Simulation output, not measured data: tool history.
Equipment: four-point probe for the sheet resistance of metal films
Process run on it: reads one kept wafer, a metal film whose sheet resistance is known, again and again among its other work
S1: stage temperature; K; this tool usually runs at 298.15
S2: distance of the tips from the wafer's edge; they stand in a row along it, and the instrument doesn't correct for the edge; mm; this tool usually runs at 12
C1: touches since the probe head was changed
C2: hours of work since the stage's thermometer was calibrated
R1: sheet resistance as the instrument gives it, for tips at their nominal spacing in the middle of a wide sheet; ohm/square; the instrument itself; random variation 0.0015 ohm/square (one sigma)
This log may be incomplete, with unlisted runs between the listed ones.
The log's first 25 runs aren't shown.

Run 26, day 30.217: usual settings but S1 291.15 K, S2 18 mm; C1 29515; C2 956. Result: R1 7.272589 ohm/square.
Run 27, day 31.492: usual settings but S1 299.15 K, S2 57 mm; C1 30190; C2 969. Result: R1 7.289970 ohm/square.
Run 28, day 32.892: usual settings but S1 299.15 K, S2 57 mm; C1 30932; C2 983. Result: R1 7.290614 ohm/square.
Run 29, day 33.762: usual settings but S1 299.15 K, S2 57 mm; C1 31393; C2 992. Result: R1 7.290203 ohm/square.
Run 30, day 34.658: usual settings but S1 299.15 K, S2 16 mm; C1 31868; C2 1000. Result: R1 7.292965 ohm/square.
Run 31, day 35.725: usual settings but S1 296.15 K, S2 24 mm; C1 32433; C2 1011. Result: R1 7.284393 ohm/square.
Run 32, day 36.917: usual settings but S1 296.15 K, S2 24 mm; C1 33064; C2 1023. Result: R1 7.285315 ohm/square.
Run 33, day 37.933: usual settings but S1 306.15 K, S2 11 mm; C1 33603; C2 1033. Result: R1 7.313431 ohm/square.
Run 34, day 39.346: usual settings but S1 307.15 K, S2 38 mm; C1 34348; C2 1047. Result: R1 7.311716 ohm/square.
Run 35, day 40.562: usual settings but S1 299.15 K, S2 32 mm; C1 34994; C2 1059. Result: R1 7.295574 ohm/square.
Run 36, day 41.996: usual settings but S1 301.15 K, S2 18 mm; C1 35754; C2 1073. Result: R1 7.298262 ohm/square.
Run 37, day 43.654: usual settings but S1 296.15 K, S2 67 mm; C1 36630; C2 1090. Result: R1 7.282463 ohm/square.
Run 38, day 45.400: usual settings but S1 294.15 K, S2 58 mm; C1 37555; C2 1107. Result: R1 7.277512 ohm/square.
Run 39, day 46.588: usual settings but S1 302.15 K, S2 6 mm; C1 38183; C2 1119. Result: R1 7.323383 ohm/square.
Run 40, day 47.938: usual settings but S1 303.15 K, S2 36 mm; C1 38899; C2 1132. Result: R1 7.303789 ohm/square.
Run 41, day 49.650: usual settings but S1 303.15 K, S2 36 mm; C1 39805; C2 1149. Result: R1 7.300845 ohm/square.
Run 42, day 51.150: usual settings but S1 303.15 K, S2 36 mm; C1 40600; C2 1164. Result: R1 7.299862 ohm/square.
Run 43, day 52.192: usual settings but S1 303.15 K, S2 36 mm; C1 41151; C2 1174. Result: R1 7.305944 ohm/square.
Run 44, day 52.979: usual settings but S1 306.15 K, S2 63 mm; C1 41569; C2 1182. Result: R1 7.309986 ohm/square.

Below are 3 alternative next runs, each starting from the tool's condition after run 44. Predict each:
Run A, day 54.167: usual settings but S1 302.15 K; C1 42197; C2 1194. Result: R1 ?.
Run B, day 54.167: usual settings but S1 299.15 K, S2 23 mm; C1 42197; C2 1194. Result: R1 ?.
Run C, day 54.167: usual settings but S2 5 mm; C1 42197; C2 1194. Result: R1 ?.

run        R1
  A  7.303670
  B  7.293504
  C  7.326839
With no hidden state in the tool, these same runs would have given:
run        R1
  A  7.303328
  B  7.293162
  C  7.326495

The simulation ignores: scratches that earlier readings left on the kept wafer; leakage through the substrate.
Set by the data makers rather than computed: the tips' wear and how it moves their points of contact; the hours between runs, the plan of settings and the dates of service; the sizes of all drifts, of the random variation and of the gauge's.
